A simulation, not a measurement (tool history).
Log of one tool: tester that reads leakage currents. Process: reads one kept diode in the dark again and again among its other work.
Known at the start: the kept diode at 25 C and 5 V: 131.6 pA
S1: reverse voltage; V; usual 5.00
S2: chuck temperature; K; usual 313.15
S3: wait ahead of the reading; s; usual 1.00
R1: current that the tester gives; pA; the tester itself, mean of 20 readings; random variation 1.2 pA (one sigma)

run     day    S1      S2    S3      R1
  1   0.000  5.00  313.15  1.00  429.55
  2   1.642  5.00  313.15  1.00  429.77
  3   3.783  5.00  313.15  1.00  434.03
  4   5.125  5.00  313.15  1.00  431.43
  5   6.571  5.00  313.15  1.00  432.42
  6   7.700  5.00  313.15  0.40  433.10
  7   9.617  5.00  313.15  1.52  434.07
  8  11.404  5.00  313.15  8.34  435.80
     12.842  -- chuck's temperature calibrated
  9  13.412  5.00  316.15  1.00  472.91
 10  14.783  5.00  316.15  1.00  473.32
 11  17.104  1.01  316.15  1.00  236.02
 12  18.521  1.01  316.15  1.00  237.21
 13  19.471  5.00  305.15  1.00  224.07
 14  20.971  3.66  305.15  1.00  195.75
 15  22.408  2.99  294.15  1.00   79.78
 16  23.621  8.29  294.15  6.33  125.16
 17  25.692  5.00  311.15  1.00  343.15
 18  27.079  7.20  314.15  7.46  494.60

Forecast run 19:
 19  28.133  1.80  300.15  7.46   ?

{"run 19": {"R1": 100.17}}
Without the tool's hidden state the same run would have given R1 97.20 pA.
